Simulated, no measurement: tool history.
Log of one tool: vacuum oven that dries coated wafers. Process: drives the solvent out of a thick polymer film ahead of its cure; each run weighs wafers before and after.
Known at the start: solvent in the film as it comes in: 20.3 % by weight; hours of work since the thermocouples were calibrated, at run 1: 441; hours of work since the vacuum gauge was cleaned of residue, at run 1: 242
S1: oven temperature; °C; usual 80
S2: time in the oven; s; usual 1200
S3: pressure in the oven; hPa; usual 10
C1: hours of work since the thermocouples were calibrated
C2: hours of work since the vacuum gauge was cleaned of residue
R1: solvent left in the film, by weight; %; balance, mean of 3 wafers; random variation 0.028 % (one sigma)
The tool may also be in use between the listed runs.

run	hour	S1	S2	S3	C1	C2	R1
1	0	80	1200	10	441	242	1.43
2	6.6	80	1200	10	445	246	1.45
3	14.6	80	1200	10	449	250	1.46
4	30.5	80	1200	10	457	258	1.46
5	41.9	80	1200	10	463	264	1.47
6	48.9	91	1200	10	467	267	0.35
7	58.3	91	1200	10	471	272	0.33
8	70.9	91	1200	10	478	279	0.37
9	86.8	91	1200	10	486	287	0.36
10	101.3	91	1200	10	494	295	0.32
11	109.1	80	1080	10	498	299	1.75
12	124.1	80	1740	10	505	306	0.73
13	138	80	1740	10	513	314	0.75
14	150.6	80	660	10	519	320	3.91
15	158.5	80	660	10	523	324	3.94
16	170.7	88	660	10	530	331	1.57
17	177.8	90	1800	5.2	533	334	0.22
18	192.2	76	1020	7.1	541	342	3.01
19	201.3	83	1440	14.8	545	346	0.78
20	209.3	70	1980	33.3	550	351	3.6
21	217.3	70	1980	33.3	554	355	3.59
22	223.8	70	720	6	557	358	7.37
23	231.5	80	1200	30.3	561	362	2.3
24	242.8	80	1200	30.3	567	368	2.25
25	252.5	80	1200	30.3	572	373	2.26
26	259.6	80	720	10.7	576	377	3.49
27	269.9	80	720	10.7	581	382	3.48
28	284.4	78	1680	14.4	588	389	1.21
29	295.4	78	1680	14.4	594	395	1.26
30	307.2	73	600	17.9	600	401	7.54
31	320.2	73	600	17.9	607	408	7.49
32	330.3	90	1980	9.2	612	413	0.3

4 ways to go on from here, each from the tool as it stands after run 32. What would each give?
A	339.1	81	1980	9.2	617	418	?
B	339.1	91	1980	9.2	617	418	?
C	339.1	68	1740	10	617	418	?
D	339.1	90	1980	27.4	617	418	?

run	R1
A	0.54
B	0.28
C	3.34
D	0.84
Without the tool's hidden state the same runs would have given:
run	R1
A	0.52
B	0.26
C	3.47
D	0.83
